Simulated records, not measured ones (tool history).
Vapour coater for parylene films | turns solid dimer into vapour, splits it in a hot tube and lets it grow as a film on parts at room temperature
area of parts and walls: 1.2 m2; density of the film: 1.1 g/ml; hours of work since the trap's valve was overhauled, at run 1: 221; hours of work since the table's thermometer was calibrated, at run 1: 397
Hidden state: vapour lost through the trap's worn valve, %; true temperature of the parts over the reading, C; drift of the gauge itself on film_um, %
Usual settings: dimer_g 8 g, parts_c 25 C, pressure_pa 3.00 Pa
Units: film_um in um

run,hour,dimer_g,parts_c,pressure_pa,hours of work since the trap's valve was overhauled,hours of work since the table's thermometer was calibrated,film_um
1,0.0,8,25,3.00,221,397,2.75
2,13.1,8,25,3.00,231,406,2.71
3,21.2,8,25,3.00,237,412,2.68
4,37.3,8,25,3.00,248,424,2.68
5,48.4,8,25,3.00,256,432,2.69
6,60.9,8,25,3.00,265,441,2.68
7,68.6,8,20,4.13,270,446,3.26
8,84.7,3,31,6.37,282,458,0.78
9,96.4,3,31,6.37,290,466,0.74
10,107.9,8,25,4.93,299,474,2.59

Measured less the same run without the tool's hidden state. The same run-to-run variation is in both; the gauge's scatter may not be:
run,film_um
1,-0.25
2,-0.26
3,-0.26
4,-0.28
5,-0.29
6,-0.30
7,-0.36
8,-0.08
9,-0.09
10,-0.32

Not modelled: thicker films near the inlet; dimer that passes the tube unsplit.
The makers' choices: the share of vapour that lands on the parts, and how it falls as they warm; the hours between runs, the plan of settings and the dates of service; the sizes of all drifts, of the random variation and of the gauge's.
